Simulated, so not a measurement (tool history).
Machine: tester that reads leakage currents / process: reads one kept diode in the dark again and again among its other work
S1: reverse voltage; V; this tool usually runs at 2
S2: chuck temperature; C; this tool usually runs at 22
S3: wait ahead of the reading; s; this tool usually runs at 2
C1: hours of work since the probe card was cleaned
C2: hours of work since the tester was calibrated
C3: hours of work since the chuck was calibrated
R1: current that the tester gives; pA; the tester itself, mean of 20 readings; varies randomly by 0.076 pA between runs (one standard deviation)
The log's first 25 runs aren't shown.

run	hour	S1	S2	S3	C1	C2	C3	R1
26	1284.3	4.89	35	2.1	2109	1132	1184	92.72
27	1341.1	2	41	2	2136	1160	1212	85.94
28	1413.1	1.6	22	2.03	2171	1195	1247	16.68
29	1486.3	2	36	2	2207	1231	1282	58.81
30	1531.4	2.14	36	0.32	2229	1253	1304	61.45
# hour 1551.7: chuck's temperature calibrated
31	1604.9	9.91	38	1.05	2264	1288	26	179.67
32	1675.4	2.08	25	0.51	2298	1322	60	25.36
33	1714.6	2.08	25	0.51	2317	1341	79	25.16
34	1793.5	2.08	25	0.51	2356	1380	118	25.24

The next listed run, before its measurement:
35	1868.6	11.34	24	8.37	2392	1416	154	?

R1: 63.63 pA
On a tool with no hidden condition, and with the same random variation, this run would have come out at R1 63.6 pA.
